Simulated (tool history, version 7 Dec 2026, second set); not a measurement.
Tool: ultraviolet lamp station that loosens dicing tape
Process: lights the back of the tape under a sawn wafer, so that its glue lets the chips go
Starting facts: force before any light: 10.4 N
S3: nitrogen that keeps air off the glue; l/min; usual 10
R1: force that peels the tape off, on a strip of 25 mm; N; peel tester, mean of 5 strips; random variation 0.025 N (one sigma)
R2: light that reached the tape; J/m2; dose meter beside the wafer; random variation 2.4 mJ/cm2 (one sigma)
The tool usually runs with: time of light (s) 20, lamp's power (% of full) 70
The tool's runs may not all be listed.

Run 1, hour 0: usual settings. Result: R1 1.746 N, R2 2180 J/m2.
Run 2, hour 21: usual settings. Result: R1 1.788 N, R2 2180 J/m2.
Run 3, hour 36.7: usual settings. Result: R1 1.815 N, R2 2150 J/m2.
Run 4, hour 59: usual settings but S3 5 l/min. Result: R1 2.719 N, R2 2110 J/m2.
At hour 67.3: window cleaned of glue's vapour.
Run 5, hour 84.8: usual settings but lamp's power (% of full) 72. Result: R1 1.226 N, R2 2610 J/m2.
Run 6, hour 96.3: usual settings but time of light (s) 13, lamp's power (% of full) 72. Result: R1 2.495 N, R2 1750 J/m2.
Run 7, hour 108.5: usual settings but time of light (s) 13, lamp's power (% of full) 72. Result: R1 2.527 N, R2 1730 J/m2.
Run 8, hour 128.7: usual settings but time of light (s) 13, lamp's power (% of full) 72. Result: R1 2.574 N, R2 1640 J/m2.
Run 9, hour 149.5: usual settings but time of light (s) 13, lamp's power (% of full) 72. Result: R1 2.695 N, R2 1640 J/m2.
Run 10, hour 164.6: usual settings but S3 14 l/min. Result: R1 1.133 N, R2 2480 J/m2.
Run 11, hour 188.2: usual settings but S3 14 l/min. Result: R1 1.165 N, R2 2480 J/m2.
Run 12, hour 211.1: usual settings but S3 14 l/min. Result: R1 1.142 N, R2 2440 J/m2.
Run 13, hour 230.2: usual settings but S3 5 l/min. Result: R1 2.327 N, R2 2400 J/m2.
Run 14, hour 247.4: usual settings but lamp's power (% of full) 79. Result: R1 1.197 N, R2 2670 J/m2.
Run 15, hour 266.3: usual settings but time of light (s) 11. Result: R1 3.529 N, R2 1330 J/m2.
Run 16, hour 281.4: usual settings but time of light (s) 11, lamp's power (% of full) 61, S3 3 l/min. Result: R1 5.691 N, R2 1110 J/m2.
Run 17, hour 306.7: usual settings but time of light (s) 11, lamp's power (% of full) 61, S3 3 l/min. Result: R1 5.759 N, R2 1140 J/m2.
Run 18, hour 319.5: usual settings but time of light (s) 27, S3 11 l/min. Result: R1 0.798 N, R2 3130 J/m2.
Run 19, hour 343.4: usual settings but time of light (s) 18, lamp's power (% of full) 78, S3 11 l/min. Result: R1 1.48 N, R2 2320 J/m2.
Run 20, hour 365.1: usual settings but time of light (s) 18, lamp's power (% of full) 73, S3 4 l/min. Result: R1 3.083 N, R2 2130 J/m2.
Run 21, hour 384: usual settings but time of light (s) 33, lamp's power (% of full) 93. Result: R1 0.33 N, R2 4860 J/m2.
Run 22, hour 404.4: usual settings but time of light (s) 33, lamp's power (% of full) 68. Result: R1 0.634 N, R2 3570 J/m2.
Run 23, hour 426.5: usual settings but time of light (s) 16, lamp's power (% of full) 88, S3 4 l/min. Result: R1 2.914 N, R2 2200 J/m2.
Run 24, hour 438.5: usual settings but time of light (s) 16, lamp's power (% of full) 88, S3 4 l/min. Result: R1 2.914 N, R2 2170 J/m2.
Run 25, hour 458.4: usual settings but time of light (s) 16, lamp's power (% of full) 88, S3 4 l/min. Result: R1 2.966 N, R2 2180 J/m2.
Run 26, hour 482.2: usual settings but lamp's power (% of full) 82, S3 7 l/min. Result: R1 1.69 N, R2 2490 J/m2.
Run 27, hour 498.8: usual settings but lamp's power (% of full) 82, S3 7 l/min. Result: R1 1.732 N, R2 2520 J/m2.
Run 28, hour 513.6: usual settings but time of light (s) 18. Result: R1 2.165 N, R2 1940 J/m2.
Run 29, hour 533.5: usual settings but time of light (s) 18. Result: R1 2.234 N, R2 1900 J/m2.

What if the next run were any one of these 5? Each begins from the tool's condition after run 29:
Run A, hour 555.2: usual settings but lamp's power (% of full) 81. Result: R1 ?, R2 ?.
Run B, hour 555.2: usual settings but time of light (s) 18, lamp's power (% of full) 92, S3 11 l/min. Result: R1 ?, R2 ?.
Run C, hour 555.2: usual settings but time of light (s) 32, lamp's power (% of full) 62. Result: R1 ?, R2 ?.
Run D, hour 555.2: usual settings but time of light (s) 12, S3 18 l/min. Result: R1 ?, R2 ?.
Run E, hour 555.2: usual settings but time of light (s) 18. Result: R1 ?, R2 ?.

run     R1    R2
  A  1.518  2410
  B  1.365  2480
  C  1.003  2970
  D  3.115  1220
  E  2.158  1880
Without the tool's unlogged condition, the same runs would have read:
run     R1    R2
  A  0.931  3090
  B  0.821  3180
  C  0.575  3810
  D  2.216  1570
  E  1.432  2410

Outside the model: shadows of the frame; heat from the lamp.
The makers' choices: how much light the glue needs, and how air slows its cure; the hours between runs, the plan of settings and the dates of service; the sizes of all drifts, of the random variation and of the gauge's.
